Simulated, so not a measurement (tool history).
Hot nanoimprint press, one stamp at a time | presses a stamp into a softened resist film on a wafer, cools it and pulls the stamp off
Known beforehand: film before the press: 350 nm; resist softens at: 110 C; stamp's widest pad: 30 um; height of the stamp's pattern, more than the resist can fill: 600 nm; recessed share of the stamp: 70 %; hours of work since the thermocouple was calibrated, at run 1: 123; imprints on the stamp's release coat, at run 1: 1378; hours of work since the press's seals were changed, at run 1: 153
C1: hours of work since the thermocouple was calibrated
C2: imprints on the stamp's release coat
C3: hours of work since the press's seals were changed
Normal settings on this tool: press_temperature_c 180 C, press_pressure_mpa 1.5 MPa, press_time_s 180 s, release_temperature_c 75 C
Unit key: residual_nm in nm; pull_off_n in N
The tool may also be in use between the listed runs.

Run 1, day 0: usual settings; C1 123; C2 1378; C3 153. Result: residual_nm 201.5 nm, pull_off_n 258 N.
Run 2, day 0.379: usual settings; C1 127; C2 1390; C3 157. Result: residual_nm 201.2 nm, pull_off_n 259 N.
Run 3, day 0.65: usual settings; C1 129; C2 1399; C3 159. Result: residual_nm 201.9 nm, pull_off_n 257 N.
Run 4, day 0.996: usual settings; C1 133; C2 1410; C3 163. Result: residual_nm 202.1 nm, pull_off_n 252 N.
Run 5, day 1.346: usual settings; C1 136; C2 1421; C3 166. Result: residual_nm 203.9 nm, pull_off_n 264 N.
Run 6, day 1.738: usual settings; C1 140; C2 1433; C3 170. Result: residual_nm 202.5 nm, pull_off_n 254 N.
Run 7, day 2.062: usual settings; C1 143; C2 1443; C3 173. Result: residual_nm 202.4 nm, pull_off_n 256 N.
Run 8, day 2.279: usual settings; C1 146; C2 1450; C3 176. Result: residual_nm 203.6 nm, pull_off_n 257 N.
Run 9, day 2.5: usual settings but release_temperature_c 63 C; C1 148; C2 1457; C3 178. Result: residual_nm 202.2 nm, pull_off_n 364 N.
Run 10, day 2.817: usual settings but press_temperature_c 181 C, press_time_s 125 s, release_temperature_c 76 C; C1 151; C2 1467; C3 181. Result: residual_nm 217 nm, pull_off_n 248 N.
Run 11, day 3.004: usual settings but press_temperature_c 181 C, press_pressure_mpa 2.34 MPa, press_time_s 125 s, release_temperature_c 76 C; C1 153; C2 1473; C3 183. Result: residual_nm 176.8 nm, pull_off_n 254 N.
Run 12, day 3.354: usual settings but press_temperature_c 190 C, press_pressure_mpa 1.33 MPa; C1 156; C2 1484; C3 186. Result: residual_nm 148.2 nm, pull_off_n 255 N.
At day 3.638: stamp cleaned and given a new release coat.
Run 13, day 3.979: usual settings but press_temperature_c 171 C, press_pressure_mpa 2.11 MPa, press_time_s 307 s, release_temperature_c 67 C; C1 160; C2 11; C3 190. Result: residual_nm 211.4 nm, pull_off_n 267 N.
Run 14, day 4.246: usual settings but press_temperature_c 171 C, press_pressure_mpa 2.11 MPa, press_time_s 307 s, release_temperature_c 67 C; C1 163; C2 19; C3 193. Result: residual_nm 212.3 nm, pull_off_n 250 N.
Run 15, day 4.562: usual settings but press_temperature_c 185 C, press_pressure_mpa 2.11 MPa, press_time_s 307 s, release_temperature_c 82 C; C1 166; C2 29; C3 196. Result: residual_nm 115.8 nm, pull_off_n 168 N.
Run 16, day 4.908: usual settings but press_temperature_c 170 C, press_pressure_mpa 1.76 MPa, press_time_s 136 s, release_temperature_c 80 C; C1 169; C2 40; C3 199. Result: residual_nm 281.8 nm, pull_off_n 181 N.

Consider 5 possible next runs. They are alternatives, not a sequence: every one starts from the tool as it was left by run 16. What does each give?
Run A, day 5.088: usual settings but press_pressure_mpa 1.66 MPa, press_time_s 102 s, release_temperature_c 61 C; C1 171; C2 46; C3 201. Result: residual_nm ?, pull_off_n ?.
Run B, day 5.088: usual settings but press_temperature_c 188 C, press_pressure_mpa 2.03 MPa, release_temperature_c 69 C; C1 171; C2 46; C3 201. Result: residual_nm ?, pull_off_n ?.
Run C, day 5.088: usual settings but press_temperature_c 192 C, press_time_s 139 s; C1 171; C2 46; C3 201. Result: residual_nm ?, pull_off_n ?.
Run D, day 5.088: usual settings but press_temperature_c 170 C, press_pressure_mpa 1.76 MPa, press_time_s 114 s, release_temperature_c 66 C; C1 171; C2 46; C3 201. Result: residual_nm ?, pull_off_n ?.
Run E, day 5.088: usual settings but press_temperature_c 170 C, press_pressure_mpa 0.94 MPa, press_time_s 136 s, release_temperature_c 80 C; C1 171; C2 46; C3 201. Result: residual_nm ?, pull_off_n ?.

run  residual_nm  pull_off_n
  A        225.7         302
  B        127.4         254
  C        141.7         212
  D        289.2         271
  E        321.2         179
What these runs would have given with no unlogged condition in the tool:
run  residual_nm  pull_off_n
  A          219         295
  B        122.4         248
  C          137         206
  D        283.3         265
  E        317.9         174
